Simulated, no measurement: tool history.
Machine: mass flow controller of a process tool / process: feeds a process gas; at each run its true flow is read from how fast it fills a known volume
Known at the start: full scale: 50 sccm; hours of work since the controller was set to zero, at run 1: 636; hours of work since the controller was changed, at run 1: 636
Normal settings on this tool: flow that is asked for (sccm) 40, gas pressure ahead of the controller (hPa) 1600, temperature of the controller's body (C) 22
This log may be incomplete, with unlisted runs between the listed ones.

run    hour  flow that is asked for (sccm)  gas pressure ahead of the controller (hPa)  temperature of the controller's body (C)  hours of work since the controller was set to zero  hours of work since the controller was changed  true flow (%)
  1       0                             40                                        1600                                        22                                                 636                                             636          99.95
  2   198.5                             40                                        1600                                        22                                                 757                                             757         100.15
  3   375.5                             40                                        1600                                        38                                                 865                                             865          99.38
  4   481.3                             40                                        1600                                        38                                                 930                                             930          99.44
  5   583.1                             40                                        1600                                        38                                                 992                                             992          99.32
  6   783.6                             40                                        1600                                        38                                                1114                                            1114          99.34
  7   991.5                             43                                        1600                                        38                                                1241                                            1241          99.56
  8  1096.7                             40                                        1600                                        22                                                1306                                            1306          99.91
  9  1203.5                             40                                        1600                                        22                                                1371                                            1371         100.14
 10  1378.5                             40                                        1600                                        22                                                1478                                            1478         100.06
 11  1581.5                             40                                        1600                                        22                                                1602                                            1602         100.09
 12    1798                             40                                        1600                                        22                                                1734                                            1734          99.98
 13  1984.7                             40                                        1600                                        22                                                1848                                            1848         100.04
 14  2078.4                             40                                        1600                                        22                                                1905                                            1905         100.04
 15  2173.9                             14                                        1600                                        22                                                1964                                            1964          99.56
 16  2335.5                             14                                        1600                                        22                                                2062                                            2062          99.44
 17  2537.9                             14                                        1600                                        22                                                2186                                            2186          99.47
 18  2654.1                             14                                        1600                                        22                                                2257                                            2257          99.61
 19  2765.3                             14                                        1600                                        22                                                2325                                            2325          99.61
 20  2885.2                             14                                        1600                                        22                                                2398                                            2398          99.36
 21  2988.1                             14                                        1590                                        22                                                2461                                            2461          99.59
 22  3153.7                             14                                        1590                                        22                                                2562                                            2562          99.51
 23  3306.7                              8                                        1600                                        22                                                2655                                            2655          99.39
 24  3422.9                             10                                        2160                                        23                                                2726                                            2726          99.32
 25  3592.1                             10                                        2470                                        23                                                2830                                            2830          99.22
 26  3750.8                             10                                        2470                                        23                                                2927                                            2927          99.19
 27  3873.7                             10                                        2470                                        23                                                3002                                            3002           99.2
 28  4027.3                             10                                        1680                                        30                                                3096                                            3096          99.29
 29  4198.4                              8                                        2050                                        28                                                3200                                            3200          99.09
 30  4368.3                             29                                        2520                                        22                                                3304                                            3304          99.49
 31  4577.5                             29                                        1970                                        22                                                3432                                            3432          99.91
 32  4759.1                             29                                        1970                                        22                                                3542                                            3542          99.81
 33  4869.4                             21                                        1600                                        25                                                3610                                            3610          99.49
 34  5049.7                             26                                        1970                                        34                                                3720                                            3720          99.02
 35  5208.2                             23                                        1400                                        33                                                3817                                            3817          99.33
 36  5343.7                             23                                        1400                                        33                                                3900                                            3900           99.4
 37  5537.4                             45                                        1640                                        37                                                4018                                            4018          99.41
 38  5737.7                             42                                        1600                                        21                                                4140                                            4140         100.14
 39  5942.2                              6                                        1830                                        21                                                4265                                            4265          99.42
 40  6095.7                             18                                        1820                                        27                                                4359                                            4359          99.45
 41  6296.6                             13                                        2490                                        21                                                4482                                            4482          99.35
 42    6421                             13                                        2080                                        22                                                4558                                            4558          99.36

Alternative continuations, all from the tool just after run 42; predict every row:
  A  6613.5                             13                                        1600                                        35                                                4675                                            4675              ?
  B  6613.5                             38                                        2080                                        22                                                4675                                            4675              ?
  C  6613.5                             13                                        1920                                        22                                                4675                                            4675              ?
  D  6613.5                              9                                        2080                                        22                                                4675                                            4675              ?

run  true flow (%)
  A          98.85
  B          99.92
  C          99.61
  D           99.4
With no hidden state in the tool, these same runs would have given:
run  true flow (%)
  A          98.85
  B           99.9
  C           99.6
  D          99.41
